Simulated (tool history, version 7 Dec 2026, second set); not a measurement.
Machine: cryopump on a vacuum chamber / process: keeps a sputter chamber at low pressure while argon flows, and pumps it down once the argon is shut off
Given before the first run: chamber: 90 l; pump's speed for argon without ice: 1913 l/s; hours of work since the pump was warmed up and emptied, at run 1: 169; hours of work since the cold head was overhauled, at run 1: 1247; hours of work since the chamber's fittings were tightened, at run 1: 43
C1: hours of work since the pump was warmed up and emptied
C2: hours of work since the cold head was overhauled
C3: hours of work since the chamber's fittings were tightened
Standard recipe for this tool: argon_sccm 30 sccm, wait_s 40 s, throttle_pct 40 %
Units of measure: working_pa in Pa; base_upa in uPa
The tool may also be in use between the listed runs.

{"run": 1, "hour": 0.0, "argon_sccm": 30, "wait_s": 40, "throttle_pct": 40, "C1": 169, "C2": 1247, "C3": 43, "working_pa": 0.0684, "base_upa": 0.99}
{"run": 2, "hour": 44.1, "argon_sccm": 30, "wait_s": 40, "throttle_pct": 40, "C1": 205, "C2": 1283, "C3": 80, "working_pa": 0.0686, "base_upa": 1.04}
{"run": 3, "hour": 125.1, "argon_sccm": 30, "wait_s": 40, "throttle_pct": 40, "C1": 272, "C2": 1351, "C3": 147, "working_pa": 0.0698, "base_upa": 1.03}
{"run": 4, "hour": 190.3, "argon_sccm": 30, "wait_s": 40, "throttle_pct": 40, "C1": 326, "C2": 1405, "C3": 201, "working_pa": 0.0689, "base_upa": 1.04}
{"run": 5, "hour": 272.9, "argon_sccm": 30, "wait_s": 40, "throttle_pct": 40, "C1": 395, "C2": 1473, "C3": 269, "working_pa": 0.0693, "base_upa": 1.17}
{"run": 6, "hour": 345.8, "argon_sccm": 22, "wait_s": 40, "throttle_pct": 40, "C1": 455, "C2": 1533, "C3": 330, "working_pa": 0.0515, "base_upa": 1.12}
{"run": 7, "hour": 411.9, "argon_sccm": 39, "wait_s": 40, "throttle_pct": 42, "C1": 510, "C2": 1588, "C3": 384, "working_pa": 0.0882, "base_upa": 1.1}
{"run": 8, "hour": 482.8, "argon_sccm": 30, "wait_s": 21, "throttle_pct": 41, "C1": 569, "C2": 1647, "C3": 443, "working_pa": 0.0694, "base_upa": 1.85}
{"run": 9, "hour": 523.1, "argon_sccm": 35, "wait_s": 31, "throttle_pct": 29, "C1": 602, "C2": 1680, "C3": 477, "working_pa": 0.113, "base_upa": 1.37}
{"run": 10, "hour": 571.3, "argon_sccm": 35, "wait_s": 143, "throttle_pct": 19, "C1": 642, "C2": 1720, "C3": 517, "working_pa": 0.1712, "base_upa": 0.64}

Below are 4 alternative next runs, each starting from the tool's condition after run 10. Predict each:
{"run": "A", "hour": 654.7, "argon_sccm": 37, "wait_s": 276, "throttle_pct": 40, "C1": 711, "C2": 1789, "C3": 586, "working_pa": "?", "base_upa": "?"}
{"run": "B", "hour": 654.7, "argon_sccm": 28, "wait_s": 208, "throttle_pct": 51, "C1": 711, "C2": 1789, "C3": 586, "working_pa": "?", "base_upa": "?"}
{"run": "C", "hour": 654.7, "argon_sccm": 30, "wait_s": 40, "throttle_pct": 20, "C1": 711, "C2": 1789, "C3": 586, "working_pa": "?", "base_upa": "?"}
{"run": "D", "hour": 654.7, "argon_sccm": 27, "wait_s": 218, "throttle_pct": 21, "C1": 711, "C2": 1789, "C3": 586, "working_pa": "?", "base_upa": "?"}

run=A working_pa=0.0897 base_upa=0.52
run=B working_pa=0.0547 base_upa=0.57
run=C working_pa=0.1391 base_upa=1.17
run=D working_pa=0.1195 base_upa=0.56
The same runs, with their run-to-run variation unchanged, on a tool lacking any hidden condition would have given:
run=A working_pa=0.0817 base_upa=0.28
run=B working_pa=0.0486 base_upa=0.33
run=C working_pa=0.1326 base_upa=0.93
run=D working_pa=0.1137 base_upa=0.32
